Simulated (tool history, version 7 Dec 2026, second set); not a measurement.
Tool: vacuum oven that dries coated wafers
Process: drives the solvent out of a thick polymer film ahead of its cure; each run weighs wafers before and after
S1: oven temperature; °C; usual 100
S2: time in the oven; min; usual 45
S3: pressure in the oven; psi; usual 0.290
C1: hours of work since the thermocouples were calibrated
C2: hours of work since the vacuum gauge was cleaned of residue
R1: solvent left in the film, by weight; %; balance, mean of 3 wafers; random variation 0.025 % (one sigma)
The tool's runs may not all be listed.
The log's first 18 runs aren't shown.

{"run": 19, "hour": 297.8, "S1": 100, "S2": 40, "S3": 0.29, "C1": 83, "C2": 230, "R1": 4.01}
{"hour": 300.4, "done": "vacuum gauge cleaned of residue and calibrated"}
{"run": 20, "hour": 320.0, "S1": 100, "S2": 40, "S3": 0.29, "C1": 92, "C2": 8, "R1": 3.98}
{"run": 21, "hour": 332.8, "S1": 99, "S2": 64, "S3": 0.228, "C1": 97, "C2": 14, "R1": 2.22}
{"run": 22, "hour": 350.5, "S1": 99, "S2": 54, "S3": 0.59, "C1": 105, "C2": 21, "R1": 3.46}
{"run": 23, "hour": 361.2, "S1": 99, "S2": 54, "S3": 0.59, "C1": 109, "C2": 26, "R1": 3.44}
{"run": 24, "hour": 379.0, "S1": 90, "S2": 47, "S3": 0.29, "C1": 117, "C2": 33, "R1": 5.11}
{"run": 25, "hour": 398.3, "S1": 90, "S2": 47, "S3": 0.29, "C1": 125, "C2": 42, "R1": 5.07}
{"run": 26, "hour": 417.8, "S1": 90, "S2": 47, "S3": 0.29, "C1": 133, "C2": 50, "R1": 5.08}
{"hour": 420.5, "done": "vacuum gauge cleaned of residue and calibrated, once more"}
{"run": 27, "hour": 428.6, "S1": 90, "S2": 53, "S3": 0.29, "C1": 137, "C2": 3, "R1": 4.59}
{"run": 28, "hour": 439.6, "S1": 90, "S2": 50, "S3": 0.973, "C1": 142, "C2": 8, "R1": 6.29}
{"run": 29, "hour": 458.1, "S1": 90, "S2": 50, "S3": 0.973, "C1": 150, "C2": 16, "R1": 6.24}
{"run": 30, "hour": 475.4, "S1": 90, "S2": 50, "S3": 0.973, "C1": 157, "C2": 23, "R1": 6.2}
{"run": 31, "hour": 493.0, "S1": 90, "S2": 50, "S3": 0.973, "C1": 165, "C2": 31, "R1": 6.25}
{"run": 32, "hour": 508.7, "S1": 92, "S2": 45, "S3": 0.29, "C1": 171, "C2": 38, "R1": 4.93}
{"run": 33, "hour": 528.6, "S1": 92, "S2": 77, "S3": 0.29, "C1": 180, "C2": 46, "R1": 2.72}
{"run": 34, "hour": 550.1, "S1": 94, "S2": 45, "S3": 0.162, "C1": 189, "C2": 55, "R1": 4.3}
{"run": 35, "hour": 564.5, "S1": 111, "S2": 45, "S3": 0.265, "C1": 195, "C2": 61, "R1": 1.83}
{"run": 36, "hour": 582.8, "S1": 108, "S2": 58, "S3": 0.265, "C1": 203, "C2": 69, "R1": 1.47}
{"run": 37, "hour": 593.5, "S1": 108, "S2": 58, "S3": 0.265, "C1": 208, "C2": 74, "R1": 1.43}
{"run": 38, "hour": 607.1, "S1": 110, "S2": 36, "S3": 0.74, "C1": 213, "C2": 80, "R1": 3.33}
{"run": 39, "hour": 622.8, "S1": 100, "S2": 37, "S3": 0.29, "C1": 220, "C2": 86, "R1": 4.27}

Forecast each of these 3 alternatives for the next run:
{"run": "A", "hour": 641.8, "S1": 104, "S2": 26, "S3": 0.334, "C1": 228, "C2": 94, "R1": "?"}
{"run": "B", "hour": 641.8, "S1": 90, "S2": 52, "S3": 0.364, "C1": 228, "C2": 94, "R1": "?"}
{"run": "C", "hour": 641.8, "S1": 100, "S2": 45, "S3": 0.996, "C1": 228, "C2": 94, "R1": "?"}

run=A R1=5.16
run=B R1=4.78
run=C R1=4.56
Without the tool's hidden state the same runs would have given:
run=A R1=5.22
run=B R1=4.85
run=C R1=4.62
